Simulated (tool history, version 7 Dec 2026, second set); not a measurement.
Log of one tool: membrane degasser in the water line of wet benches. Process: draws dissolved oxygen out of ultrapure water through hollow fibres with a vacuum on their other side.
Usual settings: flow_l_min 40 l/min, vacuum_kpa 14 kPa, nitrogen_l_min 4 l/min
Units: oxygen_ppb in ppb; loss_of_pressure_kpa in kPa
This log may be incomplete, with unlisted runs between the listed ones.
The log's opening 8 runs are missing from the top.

| run | hour | flow_l_min | vacuum_kpa | nitrogen_l_min | hours since the membrane was changed | hours since the vacuum gauge was calibrated | hours since the vacuum lines were made tight | oxygen_ppb | loss_of_pressure_kpa |
|---|---|---|---|---|---|---|---|---|---|
| 9 | 754.1 | 40 | 14 | 4 | 2728 | 4596 | 1556 | 522.3 | 54.28 |
| 10 | 875.7 | 40 | 14 | 4 | 2849 | 4718 | 1678 | 517.4 | 54.21 |
| 11 | 1027.7 | 40 | 14 | 4 | 3001 | 4870 | 1830 | 509.8 | 54.13 |
| 12 | 1124.5 | 40 | 14 | 4 | 3098 | 4967 | 1927 | 516 | 54.36 |
| 13 | 1196.6 | 39 | 14 | 4 | 3170 | 5039 | 1999 | 505.8 | 52.82 |
| 14 | 1341.8 | 39 | 14 | 4 | 3315 | 5184 | 2144 | 496.4 | 53.19 |
| 15 | 1417.3 | 40 | 14 | 4 | 3391 | 5260 | 2220 | 521.2 | 54.22 |
| 16 | 1506.7 | 40 | 14 | 4 | 3480 | 5349 | 2309 | 512.9 | 54.51 |
| 17 | 1603 | 36 | 25.9 | 3.71 | 3577 | 5445 | 2405 | 715.7 | 49.13 |
| 18 | 1709.1 | 36 | 25.9 | 3.71 | 3683 | 5551 | 2511 | 716.4 | 48.91 |
| 19 | 1802.5 | 38 | 15.3 | 7.98 | 3776 | 5645 | 2605 | 398.6 | 51.82 |
| 20 | 1956.9 | 27 | 20.2 | 10.09 | 3930 | 5799 | 2759 | 278 | 36.97 |
|  | 1986.1 | gauge calibrated |
| 21 | 2087.3 | 30 | 14 | 4.38 | 4061 | 5930 | 2890 | 367 | 40.37 |
| 22 | 2187.3 | 40 | 21.1 | 9.17 | 4161 | 6030 | 2990 | 463 | 53.53 |
| 23 | 2286.6 | 33 | 11.7 | 9.17 | 4260 | 6129 | 3089 | 293.9 | 44.04 |
| 24 | 2403.6 | 33 | 11.7 | 9.17 | 4377 | 6246 | 3206 | 299.4 | 44.6 |
| 25 | 2541.9 | 29 | 14 | 1.84 | 4515 | 6384 | 3344 | 557.6 | 39.13 |
| 26 | 2615.5 | 29 | 8.6 | 1.84 | 4589 | 6458 | 3418 | 374.7 | 39.77 |
| 27 | 2685.9 | 59 | 27.9 | 2.12 | 4659 | 6528 | 3488 | 1578.1 | 79.81 |
| 28 | 2785.6 | 59 | 27.9 | 2.12 | 4759 | 6628 | 3588 | 1592.9 | 79.47 |
| 29 | 2875.3 | 59 | 27.9 | 2.12 | 4849 | 6718 | 3678 | 1573 | 79.67 |
| 30 | 3013.2 | 36 | 22 | 6.42 | 4987 | 6856 | 3816 | 478.1 | 48.38 |
| 31 | 3085.1 | 40 | 14 | 4.12 | 5059 | 6927 | 3887 | 514.7 | 54.17 |
| 32 | 3205.8 | 40 | 14 | 4.12 | 5179 | 7048 | 4008 | 512.3 | 54.28 |

Predict each of these 4 candidate next runs independently; none follows another, all start after run 32:
| A | 3347.4 | 40 | 30.5 | 4 | 5321 | 7190 | 4150 | ? | ? |
| B | 3347.4 | 43 | 12.5 | 4 | 5321 | 7190 | 4150 | ? | ? |
| C | 3347.4 | 40 | 10.9 | 4.12 | 5321 | 7190 | 4150 | ? | ? |
| D | 3347.4 | 47 | 12.4 | 2.35 | 5321 | 7190 | 4150 | ? | ? |

| run | oxygen_ppb | loss_of_pressure_kpa |
|---|---|---|
| A | 850 | 54 |
| B | 520.8 | 58.44 |
| C | 445.7 | 54.43 |
| D | 710.9 | 63.98 |
The same runs, with their run-to-run variation unchanged, on a tool lacking any hidden condition would have given:
| run | oxygen_ppb | loss_of_pressure_kpa |
|---|---|---|
| A | 849 | 53.19 |
| B | 519.6 | 57.57 |
| C | 444.6 | 53.62 |
| D | 709.6 | 63.02 |

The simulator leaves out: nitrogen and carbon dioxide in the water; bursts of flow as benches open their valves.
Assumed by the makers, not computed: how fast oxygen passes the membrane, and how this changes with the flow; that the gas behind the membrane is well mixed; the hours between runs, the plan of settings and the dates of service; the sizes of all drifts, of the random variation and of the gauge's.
